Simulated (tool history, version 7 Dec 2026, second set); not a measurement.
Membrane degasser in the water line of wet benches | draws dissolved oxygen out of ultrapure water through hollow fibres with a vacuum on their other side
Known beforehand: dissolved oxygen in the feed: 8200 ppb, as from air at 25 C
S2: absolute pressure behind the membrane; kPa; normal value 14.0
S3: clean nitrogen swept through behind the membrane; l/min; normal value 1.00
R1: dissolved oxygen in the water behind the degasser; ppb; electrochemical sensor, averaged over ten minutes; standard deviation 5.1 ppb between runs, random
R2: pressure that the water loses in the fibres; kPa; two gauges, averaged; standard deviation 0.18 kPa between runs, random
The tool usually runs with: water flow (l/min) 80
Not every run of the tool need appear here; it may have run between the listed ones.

run 1 day=0.000 | water_flow_(l/min)=80 S2=14.0 S3=1.00 | R1=1346.3 R2=31.27
run 2 day=2.346 | water_flow_(l/min)=80 S2=14.0 S3=0.82 | R1=1511.1 R2=31.08
run 3 day=4.692 | water_flow_(l/min)=80 S2=14.0 S3=0.82 | R1=1505.8 R2=31.29
run 4 day=6.842 | water_flow_(l/min)=80 S2=14.0 S3=0.82 | R1=1502.7 R2=31.33
run 5 day=7.829 | water_flow_(l/min)=80 S2=14.0 S3=1.00 | R1=1336.9 R2=31.26
run 6 day=9.021 | water_flow_(l/min)=80 S2=10.3 S3=1.00 | R1=939.4 R2=31.29
run 7 day=10.733 | water_flow_(l/min)=80 S2=10.3 S3=1.00 | R1=940.5 R2=31.18
run 8 day=11.825 | water_flow_(l/min)=80 S2=14.0 S3=0.80 | R1=1524.6 R2=31.51
run 9 day=13.183 | water_flow_(l/min)=80 S2=11.4 S3=1.00 | R1=1060.0 R2=31.20
run 10 day=14.775 | water_flow_(l/min)=80 S2=11.4 S3=1.00 | R1=1055.9 R2=31.43
run 11 day=16.404 | water_flow_(l/min)=83 S2=14.0 S3=1.00 | R1=1368.1 R2=32.69
run 12 day=17.579 | water_flow_(l/min)=83 S2=14.0 S3=1.00 | R1=1374.0 R2=32.73
run 13 day=18.879 | water_flow_(l/min)=83 S2=14.0 S3=1.00 | R1=1369.5 R2=32.44
run 14 day=20.158 | water_flow_(l/min)=83 S2=14.0 S3=1.00 | R1=1360.4 R2=32.34
run 15 day=21.258 | water_flow_(l/min)=83 S2=12.2 S3=1.00 | R1=1178.0 R2=32.06
run 16 day=23.367 | water_flow_(l/min)=80 S2=14.0 S3=0.69 | R1=1617.0 R2=31.42
run 17 day=24.775 | water_flow_(l/min)=80 S2=8.9 S3=1.00 | R1=781.0 R2=31.44
run 18 day=26.429 | water_flow_(l/min)=80 S2=8.9 S3=1.00 | R1=780.1 R2=31.50
run 19 day=28.521 | water_flow_(l/min)=96 S2=16.7 S3=1.97 | R1=1221.5 R2=37.69
run 20 day=29.504 | water_flow_(l/min)=56 S2=13.2 S3=0.50 | R1=1445.3 R2=21.89
run 21 day=31.188 | water_flow_(l/min)=78 S2=14.0 S3=0.70 | R1=1585.7 R2=30.51
run 22 day=32.671 | water_flow_(l/min)=78 S2=14.0 S3=1.04 | R1=1275.2 R2=30.45
run 23 day=34.492 | water_flow_(l/min)=74 S2=18.4 S3=0.54 | R1=2291.8 R2=28.72
run 24 day=36.404 | water_flow_(l/min)=66 S2=15.6 S3=1.00 | R1=1279.8 R2=25.90
run 25 day=37.421 | water_flow_(l/min)=94 S2=14.0 S3=0.54 | R1=2001.2 R2=36.76
run 26 day=39.762 | water_flow_(l/min)=98 S2=19.7 S3=0.54 | R1=2816.2 R2=38.51
run 27 day=41.883 | water_flow_(l/min)=98 S2=19.7 S3=0.54 | R1=2880.7 R2=38.66
run 28 day=43.846 | water_flow_(l/min)=90 S2=26.4 S3=1.76 | R1=1920.8 R2=35.42
run 29 day=45.371 | water_flow_(l/min)=80 S2=19.3 S3=1.00 | R1=1860.3 R2=31.05
run 30 day=46.458 | water_flow_(l/min)=49 S2=14.0 S3=2.26 | R1=500.5 R2=19.40
run 31 day=47.983 | water_flow_(l/min)=49 S2=14.0 S3=2.26 | R1=499.2 R2=19.20
run 32 day=49.779 | water_flow_(l/min)=49 S2=11.2 S3=1.35 | R1=571.9 R2=19.10

Withheld: 1 entry from between the runs. Position of each, and hidden state at the listed run before versus the listed run after:
Run 26 -> run 27: gauge calibrated (day 41.788)
  drift of the gauge itself on oxygen_ppb, %: -2.63 -> -0.01
  measured value less the no-hidden-state value, R1: -75.0 -> +0.8 ppb
